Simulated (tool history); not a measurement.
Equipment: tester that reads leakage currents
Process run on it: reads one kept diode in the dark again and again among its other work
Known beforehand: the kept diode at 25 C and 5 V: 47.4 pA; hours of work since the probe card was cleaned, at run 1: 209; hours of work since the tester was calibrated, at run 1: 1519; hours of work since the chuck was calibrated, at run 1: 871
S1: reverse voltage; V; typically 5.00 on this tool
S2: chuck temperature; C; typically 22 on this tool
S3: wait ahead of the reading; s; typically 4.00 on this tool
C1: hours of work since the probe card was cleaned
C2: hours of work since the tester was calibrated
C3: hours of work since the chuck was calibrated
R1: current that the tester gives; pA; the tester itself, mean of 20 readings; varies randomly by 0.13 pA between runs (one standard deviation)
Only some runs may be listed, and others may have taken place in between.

run 1 day=0.000 | S1=5.00 S2=22 S3=4.00 | C1=209 C2=1519 C3=871 | R1=40.31
run 2 day=3.058 | S1=5.00 S2=22 S3=4.00 | C1=248 C2=1558 C3=910 | R1=40.51
run 3 day=7.100 | S1=5.00 S2=22 S3=4.00 | C1=299 C2=1609 C3=961 | R1=40.57
run 4 day=11.104 | S1=5.00 S2=22 S3=1.38 | C1=350 C2=1660 C3=1012 | R1=41.28
run 5 day=15.467 | S1=5.00 S2=22 S3=1.38 | C1=405 C2=1715 C3=1067 | R1=41.70
run 6 day=17.821 | S1=5.00 S2=22 S3=1.38 | C1=435 C2=1745 C3=1097 | R1=41.84
run 7 day=21.225 | S1=5.00 S2=22 S3=1.38 | C1=478 C2=1789 C3=1140 | R1=41.85
run 8 day=25.088 | S1=5.00 S2=22 S3=1.38 | C1=527 C2=1838 C3=1189 | R1=42.02
run 9 day=27.254 | S1=5.00 S2=22 S3=1.38 | C1=554 C2=1865 C3=1217 | R1=42.09
run 10 day=32.471 | S1=5.00 S2=22 S3=1.38 | C1=621 C2=1931 C3=1283 | R1=42.36
run 11 day=37.646 | S1=5.00 S2=22 S3=1.38 | C1=686 C2=1997 C3=1348 | R1=42.74
run 12 day=41.646 | S1=5.00 S2=22 S3=4.00 | C1=737 C2=2048 C3=1399 | R1=42.36
run 13 day=43.967 | S1=5.00 S2=22 S3=4.00 | C1=766 C2=2077 C3=1429 | R1=42.37
run 14 day=47.088 | S1=5.00 S2=22 S3=4.00 | C1=806 C2=2117 C3=1468 | R1=42.45
run 15 day=51.033 | S1=5.00 S2=22 S3=4.00 | C1=856 C2=2167 C3=1518 | R1=42.81
run 16 day=55.288 | S1=5.00 S2=22 S3=4.00 | C1=910 C2=2221 C3=1572 | R1=42.95
run 17 day=59.846 | S1=5.00 S2=22 S3=4.00 | C1=968 C2=2278 C3=1630 | R1=43.27
run 18 day=64.488 | S1=5.00 S2=22 S3=4.00 | C1=1027 C2=2337 C3=1689 | R1=43.09
run 19 day=68.021 | S1=5.00 S2=22 S3=4.00 | C1=1071 C2=2382 C3=1734 | R1=43.61
run 20 day=73.038 | S1=9.79 S2=22 S3=9.10 | C1=1135 C2=2446 C3=1797 | R1=58.50
run 21 day=75.262 | S1=1.46 S2=21 S3=4.00 | C1=1163 C2=2474 C3=1826 | R1=24.21
run 22 day=80.196 | S1=4.00 S2=21 S3=1.38 | C1=1226 C2=2536 C3=1888 | R1=37.79
run 23 day=82.367 | S1=4.00 S2=21 S3=1.38 | C1=1253 C2=2564 C3=1916 | R1=37.85
run 24 day=87.254 | S1=4.00 S2=21 S3=1.38 | C1=1315 C2=2626 C3=1978 | R1=37.77
run 25 day=92.083 | S1=4.00 S2=26 S3=0.76 | C1=1377 C2=2687 C3=2039 | R1=54.14
run 26 day=94.212 | S1=1.08 S2=21 S3=3.35 | C1=1404 C2=2714 C3=2066 | R1=21.65
-- day=98.092 chuck's temperature calibrated
run 27 day=99.500 | S1=1.08 S2=21 S3=1.54 | C1=1470 C2=2780 C3=18 | R1=19.42
run 28 day=103.200 | S1=5.00 S2=22 S3=6.99 | C1=1517 C2=2827 C3=65 | R1=40.12
run 29 day=105.800 | S1=5.00 S2=47 S3=3.60 | C1=1550 C2=2860 C3=98 | R1=211.39
run 30 day=110.504 | S1=4.50 S2=28 S3=4.00 | C1=1609 C2=2920 C3=157 | R1=58.90
run 31 day=115.108 | S1=9.64 S2=22 S3=1.08 | C1=1668 C2=2978 C3=216 | R1=56.40
run 32 day=120.321 | S1=1.30 S2=22 S3=3.39 | C1=1734 C2=3044 C3=282 | R1=22.93
run 33 day=125.329 | S1=1.30 S2=22 S3=3.39 | C1=1797 C2=3108 C3=345 | R1=22.83
run 34 day=129.308 | S1=3.73 S2=41 S3=8.15 | C1=1848 C2=3158 C3=396 | R1=130.10
run 35 day=132.783 | S1=9.99 S2=51 S3=1.27 | C1=1892 C2=3202 C3=440 | R1=366.87
run 36 day=135.621 | S1=8.77 S2=30 S3=4.00 | C1=1928 C2=3238 C3=476 | R1=91.55
run 37 day=139.054 | S1=8.89 S2=22 S3=0.82 | C1=1971 C2=3282 C3=520 | R1=56.05
run 38 day=143.075 | S1=8.89 S2=22 S3=0.82 | C1=2022 C2=3333 C3=571 | R1=56.30

The logged runs with the hidden state left out (each run's random variation unchanged):
The tool's hidden condition here consists of: stray current of the dirty probe card, pA a volt; current scale over the true one, %; true chuck temperature over the reading, C; drift of the gauge itself on leakage_pa, %.
run=1 R1=38.30
run=2 R1=38.35
run=3 R1=38.25
run=4 R1=38.80
run=5 R1=39.00
run=6 R1=39.03
run=7 R1=38.91
run=8 R1=38.91
run=9 R1=38.89
run=10 R1=38.93
run=11 R1=39.06
run=12 R1=38.51
run=13 R1=38.43
run=14 R1=38.36
run=15 R1=38.52
run=16 R1=38.46
run=17 R1=38.56
run=18 R1=38.20
run=19 R1=38.53
run=20 R1=50.59
run=21 R1=21.55
run=22 R1=33.05
run=23 R1=33.03
run=24 R1=32.81
run=25 R1=47.53
run=26 R1=19.01
run=27 R1=19.07
run=28 R1=38.23
run=29 R1=209.63
run=30 R1=56.83
run=31 R1=51.96
run=32 R1=22.09
run=33 R1=21.88
run=34 R1=126.46
run=35 R1=356.89
run=36 R1=85.48
run=37 R1=50.44
run=38 R1=50.44

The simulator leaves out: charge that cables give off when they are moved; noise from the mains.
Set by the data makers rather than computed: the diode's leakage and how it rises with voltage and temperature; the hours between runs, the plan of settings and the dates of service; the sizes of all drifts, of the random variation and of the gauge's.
